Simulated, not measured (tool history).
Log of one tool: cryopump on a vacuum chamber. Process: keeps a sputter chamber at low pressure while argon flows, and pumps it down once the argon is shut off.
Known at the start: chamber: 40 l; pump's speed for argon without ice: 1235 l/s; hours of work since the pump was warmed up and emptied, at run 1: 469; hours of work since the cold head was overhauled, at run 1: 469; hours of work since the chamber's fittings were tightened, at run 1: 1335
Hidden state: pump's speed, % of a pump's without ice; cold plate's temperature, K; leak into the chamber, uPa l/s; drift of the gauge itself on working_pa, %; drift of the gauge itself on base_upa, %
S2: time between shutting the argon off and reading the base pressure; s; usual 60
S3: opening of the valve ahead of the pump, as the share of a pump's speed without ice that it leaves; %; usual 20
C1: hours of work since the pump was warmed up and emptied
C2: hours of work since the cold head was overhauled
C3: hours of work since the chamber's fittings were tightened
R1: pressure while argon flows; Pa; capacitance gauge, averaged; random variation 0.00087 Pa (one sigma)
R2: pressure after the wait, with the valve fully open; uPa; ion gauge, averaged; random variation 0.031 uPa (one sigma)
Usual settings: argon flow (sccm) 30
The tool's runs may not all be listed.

{"run": 1, "hour": 0.0, "argon flow (sccm)": 30, "S2": 60, "S3": 20, "C1": 469, "C2": 469, "C3": 1335, "R1": 0.2093, "R2": 2.66}
{"run": 2, "hour": 44.3, "argon flow (sccm)": 30, "S2": 60, "S3": 33, "C1": 491, "C2": 491, "C3": 1357, "R1": 0.1279, "R2": 2.73}
{"run": 3, "hour": 106.2, "argon flow (sccm)": 30, "S2": 60, "S3": 20, "C1": 521, "C2": 521, "C3": 1387, "R1": 0.208, "R2": 2.7}
{"run": 4, "hour": 170.9, "argon flow (sccm)": 30, "S2": 60, "S3": 20, "C1": 553, "C2": 553, "C3": 1419, "R1": 0.2075, "R2": 2.74}
{"run": 5, "hour": 233.6, "argon flow (sccm)": 30, "S2": 60, "S3": 20, "C1": 584, "C2": 584, "C3": 1450, "R1": 0.2077, "R2": 2.7}
{"run": 6, "hour": 306.0, "argon flow (sccm)": 30, "S2": 60, "S3": 20, "C1": 620, "C2": 620, "C3": 1486, "R1": 0.2112, "R2": 2.81}
{"run": 7, "hour": 364.6, "argon flow (sccm)": 30, "S2": 60, "S3": 20, "C1": 649, "C2": 649, "C3": 1514, "R1": 0.2105, "R2": 2.86}
{"run": 8, "hour": 407.4, "argon flow (sccm)": 20, "S2": 91, "S3": 20, "C1": 670, "C2": 670, "C3": 1535, "R1": 0.1407, "R2": 2.43}
{"run": 9, "hour": 483.4, "argon flow (sccm)": 28, "S2": 60, "S3": 33, "C1": 707, "C2": 707, "C3": 1573, "R1": 0.1215, "R2": 2.84}

Run 10 comes next. What will it give?
{"run": 10, "hour": 543.8, "argon flow (sccm)": 24, "S2": 97, "S3": 36, "C1": 737, "C2": 737, "C3": 1603, "R1": "?", "R2": "?"}

Run 10 gave R1 0.0956 Pa, R2 2.47 uPa.
Without the tool's hidden state the same run would have given R1 0.0912 Pa, R2 1.13 uPa.

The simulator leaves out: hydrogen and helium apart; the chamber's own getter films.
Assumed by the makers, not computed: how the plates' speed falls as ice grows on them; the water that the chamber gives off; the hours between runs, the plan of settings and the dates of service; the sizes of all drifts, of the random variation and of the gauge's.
